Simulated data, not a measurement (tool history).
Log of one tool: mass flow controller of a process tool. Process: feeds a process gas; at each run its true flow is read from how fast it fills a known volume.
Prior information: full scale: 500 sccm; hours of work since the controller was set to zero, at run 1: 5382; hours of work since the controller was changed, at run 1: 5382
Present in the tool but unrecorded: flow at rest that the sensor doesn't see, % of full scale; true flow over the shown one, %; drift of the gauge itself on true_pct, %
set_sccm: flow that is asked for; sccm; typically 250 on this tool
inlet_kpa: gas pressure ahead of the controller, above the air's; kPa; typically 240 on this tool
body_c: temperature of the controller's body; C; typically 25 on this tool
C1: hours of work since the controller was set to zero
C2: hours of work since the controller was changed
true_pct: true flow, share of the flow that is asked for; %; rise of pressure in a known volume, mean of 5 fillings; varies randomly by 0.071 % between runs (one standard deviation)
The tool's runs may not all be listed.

Run 1, day 0: usual settings; C1 5382; C2 5382. Result: true_pct 104.15 %.
Run 2, day 12.604: usual settings; C1 5570; C2 5570. Result: true_pct 104.17 %.
Run 3, day 19.925: usual settings; C1 5679; C2 5679. Result: true_pct 104.32 %.
At day 23.096: controller exchanged for a calibrated one.
Run 4, day 32.846: usual settings; C1 145; C2 145. Result: true_pct 99.61 %.
Run 5, day 43.254: usual settings; C1 300; C2 300. Result: true_pct 99.94 %.
Run 6, day 52.062: usual settings; C1 432; C2 432. Result: true_pct 99.97 %.
Run 7, day 61.283: usual settings; C1 569; C2 569. Result: true_pct 100.14 %.
Run 8, day 73.817: usual settings but set_sccm 334 sccm; C1 756; C2 756. Result: true_pct 100.36 %.
Run 9, day 81.554: usual settings but inlet_kpa 235 kPa; C1 871; C2 871. Result: true_pct 100.2 %.
Run 10, day 94.958: usual settings but inlet_kpa 235 kPa; C1 1071; C2 1071. Result: true_pct 100.51 %.
Run 11, day 105.421: usual settings but inlet_kpa 235 kPa; C1 1227; C2 1227. Result: true_pct 100.55 %.
Run 12, day 113.146: usual settings but inlet_kpa 235 kPa; C1 1342; C2 1342. Result: true_pct 100.68 %.
Run 13, day 120.329: usual settings but body_c 29 C; C1 1449; C2 1449. Result: true_pct 101.01 %.
Run 14, day 127.842: usual settings but inlet_kpa 175 kPa, body_c 23 C; C1 1561; C2 1561. Result: true_pct 100.7 %.
Run 15, day 139.288: usual settings but inlet_kpa 175 kPa, body_c 23 C; C1 1732; C2 1732. Result: true_pct 100.63 %.
Run 16, day 151.767: usual settings but set_sccm 110 sccm, inlet_kpa 237 kPa, body_c 23 C; C1 1918; C2 1918. Result: true_pct 101.1 %.

Run 17, settings as shown, results not yet in. Your forecast:
Run 17, day 164.592: usual settings but set_sccm 110 sccm, inlet_kpa 237 kPa, body_c 23 C; C1 2109; C2 2109. Result: true_pct ?.

{"run 17": {"true_pct": 101.24}}
Had the tool carried no hidden state, the very same run would have given true_pct 99.31 %.
